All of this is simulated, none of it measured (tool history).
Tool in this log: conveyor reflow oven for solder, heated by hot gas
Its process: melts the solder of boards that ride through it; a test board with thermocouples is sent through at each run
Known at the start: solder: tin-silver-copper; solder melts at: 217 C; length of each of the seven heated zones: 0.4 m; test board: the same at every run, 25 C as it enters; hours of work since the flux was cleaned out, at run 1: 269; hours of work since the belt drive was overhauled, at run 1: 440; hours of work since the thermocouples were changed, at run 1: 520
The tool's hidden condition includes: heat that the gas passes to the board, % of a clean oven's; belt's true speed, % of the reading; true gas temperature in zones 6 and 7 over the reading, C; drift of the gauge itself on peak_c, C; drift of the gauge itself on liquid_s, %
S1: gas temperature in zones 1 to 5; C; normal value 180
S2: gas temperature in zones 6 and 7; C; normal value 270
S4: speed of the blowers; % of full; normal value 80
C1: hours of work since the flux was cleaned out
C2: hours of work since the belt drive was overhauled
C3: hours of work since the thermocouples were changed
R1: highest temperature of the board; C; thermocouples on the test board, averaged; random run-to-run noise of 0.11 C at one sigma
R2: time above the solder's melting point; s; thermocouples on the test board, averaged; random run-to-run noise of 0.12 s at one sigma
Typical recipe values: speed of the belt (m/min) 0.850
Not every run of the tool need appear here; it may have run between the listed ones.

{"run": 1, "hour": 0.0, "S1": 180, "S2": 270, "speed of the belt (m/min)": 0.85, "S4": 80, "C1": 269, "C2": 440, "C3": 520, "R1": 256.2, "R2": 46.3}
{"run": 2, "hour": 20.1, "S1": 180, "S2": 270, "speed of the belt (m/min)": 0.828, "S4": 80, "C1": 278, "C2": 449, "C3": 529, "R1": 256.9, "R2": 47.9}
{"run": 3, "hour": 41.2, "S1": 180, "S2": 270, "speed of the belt (m/min)": 0.828, "S4": 80, "C1": 287, "C2": 458, "C3": 538, "R1": 257.1, "R2": 48.0}
{"run": 4, "hour": 61.5, "S1": 169, "S2": 270, "speed of the belt (m/min)": 0.85, "S4": 80, "C1": 296, "C2": 467, "C3": 547, "R1": 254.3, "R2": 42.6}
{"run": 5, "hour": 91.9, "S1": 169, "S2": 270, "speed of the belt (m/min)": 0.85, "S4": 80, "C1": 309, "C2": 480, "C3": 560, "R1": 254.6, "R2": 42.2}
{"run": 6, "hour": 115.0, "S1": 169, "S2": 270, "speed of the belt (m/min)": 0.85, "S4": 80, "C1": 319, "C2": 490, "C3": 570, "R1": 254.6, "R2": 42.3}
{"run": 7, "hour": 144.9, "S1": 169, "S2": 270, "speed of the belt (m/min)": 0.684, "S4": 80, "C1": 332, "C2": 503, "C3": 583, "R1": 260.6, "R2": 57.6}
{"hour": 171.5, "done": "thermocouples of zones 6 and 7 changed"}
{"run": 8, "hour": 173.1, "S1": 169, "S2": 270, "speed of the belt (m/min)": 0.684, "S4": 80, "C1": 343, "C2": 514, "C3": 1, "R1": 258.9, "R2": 56.7}
{"run": 9, "hour": 190.0, "S1": 180, "S2": 270, "speed of the belt (m/min)": 0.85, "S4": 80, "C1": 351, "C2": 522, "C3": 8, "R1": 254.5, "R2": 45.2}
{"run": 10, "hour": 206.0, "S1": 180, "S2": 270, "speed of the belt (m/min)": 0.85, "S4": 80, "C1": 358, "C2": 529, "C3": 15, "R1": 254.4, "R2": 45.4}
{"run": 11, "hour": 239.1, "S1": 168, "S2": 280, "speed of the belt (m/min)": 0.898, "S4": 61, "C1": 372, "C2": 543, "C3": 29, "R1": 253.5, "R2": 38.3}
{"run": 12, "hour": 252.5, "S1": 168, "S2": 280, "speed of the belt (m/min)": 0.898, "S4": 61, "C1": 378, "C2": 549, "C3": 35, "R1": 253.5, "R2": 38.3}
{"run": 13, "hour": 284.8, "S1": 169, "S2": 264, "speed of the belt (m/min)": 0.916, "S4": 76, "C1": 392, "C2": 563, "C3": 49, "R1": 243.8, "R2": 32.9}
{"run": 14, "hour": 311.8, "S1": 169, "S2": 264, "speed of the belt (m/min)": 0.916, "S4": 76, "C1": 404, "C2": 575, "C3": 61, "R1": 243.8, "R2": 32.8}
{"run": 15, "hour": 339.6, "S1": 169, "S2": 264, "speed of the belt (m/min)": 0.916, "S4": 76, "C1": 416, "C2": 587, "C3": 73, "R1": 243.9, "R2": 33.0}
{"run": 16, "hour": 361.2, "S1": 169, "S2": 264, "speed of the belt (m/min)": 0.916, "S4": 76, "C1": 425, "C2": 596, "C3": 83, "R1": 243.7, "R2": 32.7}
{"run": 17, "hour": 386.4, "S1": 187, "S2": 275, "speed of the belt (m/min)": 0.684, "S4": 73, "C1": 436, "C2": 607, "C3": 93, "R1": 264.5, "R2": 64.9}
{"run": 18, "hour": 404.1, "S1": 194, "S2": 265, "speed of the belt (m/min)": 0.812, "S4": 66, "C1": 444, "C2": 615, "C3": 101, "R1": 251.3, "R2": 50.8}

4 ways to go on from here, each from the tool as it stands after run 18. What would each give?
{"run": "A", "hour": 425.8, "S1": 180, "S2": 266, "speed of the belt (m/min)": 0.85, "S4": 56, "C1": 453, "C2": 624, "C3": 111, "R1": "?", "R2": "?"}
{"run": "B", "hour": 425.8, "S1": 171, "S2": 276, "speed of the belt (m/min)": 0.812, "S4": 66, "C1": 453, "C2": 624, "C3": 111, "R1": "?", "R2": "?"}
{"run": "C", "hour": 425.8, "S1": 182, "S2": 265, "speed of the belt (m/min)": 0.812, "S4": 66, "C1": 453, "C2": 624, "C3": 111, "R1": "?", "R2": "?"}
{"run": "D", "hour": 425.8, "S1": 194, "S2": 265, "speed of the belt (m/min)": 0.764, "S4": 66, "C1": 453, "C2": 624, "C3": 111, "R1": "?", "R2": "?"}

run=A R1=245.3 R2=38.9
run=B R1=256.3 R2=45.5
run=C R1=249.0 R2=44.8
run=D R1=252.8 R2=55.1
Had the tool no hidden state, the same runs would have come out as:
run=A R1=246.6 R2=39.6
run=B R1=258.0 R2=46.1
run=C R1=250.3 R2=45.4
run=D R1=253.9 R2=55.1
